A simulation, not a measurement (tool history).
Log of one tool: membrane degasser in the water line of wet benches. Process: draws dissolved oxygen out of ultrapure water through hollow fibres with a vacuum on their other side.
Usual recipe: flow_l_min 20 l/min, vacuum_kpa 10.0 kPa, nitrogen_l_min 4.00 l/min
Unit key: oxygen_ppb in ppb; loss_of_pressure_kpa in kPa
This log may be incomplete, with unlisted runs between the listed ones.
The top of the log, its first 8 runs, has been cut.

Run 9, hour 259.1: usual settings but flow_l_min 18 l/min. Result: oxygen_ppb 309.6 ppb, loss_of_pressure_kpa 23.23 kPa.
Run 10, hour 301.0: usual settings but flow_l_min 18 l/min. Result: oxygen_ppb 308.7 ppb, loss_of_pressure_kpa 23.45 kPa.
At hour 304.6: vacuum gauge calibrated.
Run 11, hour 343.3: usual settings. Result: oxygen_ppb 403.8 ppb, loss_of_pressure_kpa 25.62 kPa.
Run 12, hour 368.6: usual settings. Result: oxygen_ppb 395.7 ppb, loss_of_pressure_kpa 25.43 kPa.
Run 13, hour 403.2: usual settings. Result: oxygen_ppb 405.8 ppb, loss_of_pressure_kpa 25.87 kPa.
Run 14, hour 442.9: usual settings. Result: oxygen_ppb 398.5 ppb, loss_of_pressure_kpa 25.79 kPa.
Run 15, hour 478.1: usual settings. Result: oxygen_ppb 393.6 ppb, loss_of_pressure_kpa 25.81 kPa.
Run 16, hour 501.7: usual settings. Result: oxygen_ppb 400.3 ppb, loss_of_pressure_kpa 25.89 kPa.
Run 17, hour 540.1: usual settings but flow_l_min 19 l/min, vacuum_kpa 6.4 kPa, nitrogen_l_min 2.09 l/min. Result: oxygen_ppb 344.5 ppb, loss_of_pressure_kpa 24.43 kPa.
Run 18, hour 585.1: usual settings but flow_l_min 22 l/min, vacuum_kpa 10.4 kPa, nitrogen_l_min 2.22 l/min. Result: oxygen_ppb 562.3 ppb, loss_of_pressure_kpa 28.28 kPa.
At hour 611.9: vacuum gauge calibrated, once more.
Run 19, hour 629.2: usual settings but flow_l_min 19 l/min, vacuum_kpa 8.1 kPa, nitrogen_l_min 10.51 l/min. Result: oxygen_ppb 306.0 ppb, loss_of_pressure_kpa 24.57 kPa.
Run 20, hour 674.2: usual settings but vacuum_kpa 15.5 kPa, nitrogen_l_min 7.27 l/min. Result: oxygen_ppb 400.6 ppb, loss_of_pressure_kpa 25.70 kPa.
Run 21, hour 713.4: usual settings but vacuum_kpa 15.5 kPa, nitrogen_l_min 7.27 l/min. Result: oxygen_ppb 405.3 ppb, loss_of_pressure_kpa 25.46 kPa.
Run 22, hour 760.8: usual settings but flow_l_min 17 l/min, vacuum_kpa 6.1 kPa, nitrogen_l_min 2.25 l/min. Result: oxygen_ppb 264.8 ppb, loss_of_pressure_kpa 21.89 kPa.
Run 23, hour 803.0: usual settings but flow_l_min 17 l/min, vacuum_kpa 6.1 kPa, nitrogen_l_min 2.25 l/min. Result: oxygen_ppb 262.1 ppb, loss_of_pressure_kpa 22.05 kPa.
Run 24, hour 855.3: usual settings but flow_l_min 17 l/min, vacuum_kpa 6.1 kPa, nitrogen_l_min 2.25 l/min. Result: oxygen_ppb 263.1 ppb, loss_of_pressure_kpa 22.13 kPa.
Run 25, hour 893.1: usual settings but flow_l_min 17 l/min, vacuum_kpa 6.1 kPa, nitrogen_l_min 2.25 l/min. Result: oxygen_ppb 259.0 ppb, loss_of_pressure_kpa 22.11 kPa.
Run 26, hour 934.3: usual settings but vacuum_kpa 7.2 kPa, nitrogen_l_min 3.31 l/min. Result: oxygen_ppb 380.0 ppb, loss_of_pressure_kpa 25.89 kPa.
Run 27, hour 980.1: usual settings but flow_l_min 14 l/min, vacuum_kpa 11.7 kPa, nitrogen_l_min 9.59 l/min. Result: oxygen_ppb 148.2 ppb, loss_of_pressure_kpa 18.11 kPa.
Run 28, hour 1011.4: usual settings but flow_l_min 14 l/min, vacuum_kpa 11.7 kPa, nitrogen_l_min 9.59 l/min. Result: oxygen_ppb 148.0 ppb, loss_of_pressure_kpa 18.15 kPa.
Run 29, hour 1047.2: usual settings but flow_l_min 14 l/min, vacuum_kpa 11.7 kPa, nitrogen_l_min 9.59 l/min. Result: oxygen_ppb 146.9 ppb, loss_of_pressure_kpa 18.23 kPa.
Run 30, hour 1080.6: usual settings but flow_l_min 13 l/min, vacuum_kpa 10.1 kPa, nitrogen_l_min 4.54 l/min. Result: oxygen_ppb 141.1 ppb, loss_of_pressure_kpa 16.82 kPa.
Run 31, hour 1131.3: usual settings but nitrogen_l_min 8.91 l/min. Result: oxygen_ppb 360.9 ppb, loss_of_pressure_kpa 25.98 kPa.

Here are 5 independent what-if runs from the current tool condition. What would each one return?
Run A, hour 1157.7: usual settings but flow_l_min 24 l/min, vacuum_kpa 18.5 kPa, nitrogen_l_min 4.18 l/min. Result: oxygen_ppb ?, loss_of_pressure_kpa ?.
Run B, hour 1157.7: usual settings but nitrogen_l_min 1.71 l/min. Result: oxygen_ppb ?, loss_of_pressure_kpa ?.
Run C, hour 1157.7: usual settings but flow_l_min 17 l/min, vacuum_kpa 8.8 kPa, nitrogen_l_min 8.11 l/min. Result: oxygen_ppb ?, loss_of_pressure_kpa ?.
Run D, hour 1157.7: usual settings but flow_l_min 21 l/min, vacuum_kpa 10.1 kPa, nitrogen_l_min 3.64 l/min. Result: oxygen_ppb ?, loss_of_pressure_kpa ?.
Run E, hour 1157.7: usual settings but nitrogen_l_min 8.86 l/min. Result: oxygen_ppb ?, loss_of_pressure_kpa ?.

run  oxygen_ppb  loss_of_pressure_kpa
  A       694.6                 31.37
  B       499.8                 25.85
  C       240.7                 22.34
  D       456.0                 27.14
  E       361.7                 25.62
Without the tool's hidden state the same runs would have given:
run  oxygen_ppb  loss_of_pressure_kpa
  A       665.2                 30.74
  B       477.0                 25.32
  C       224.6                 21.89
  D       432.1                 26.58
  E       340.2                 25.09
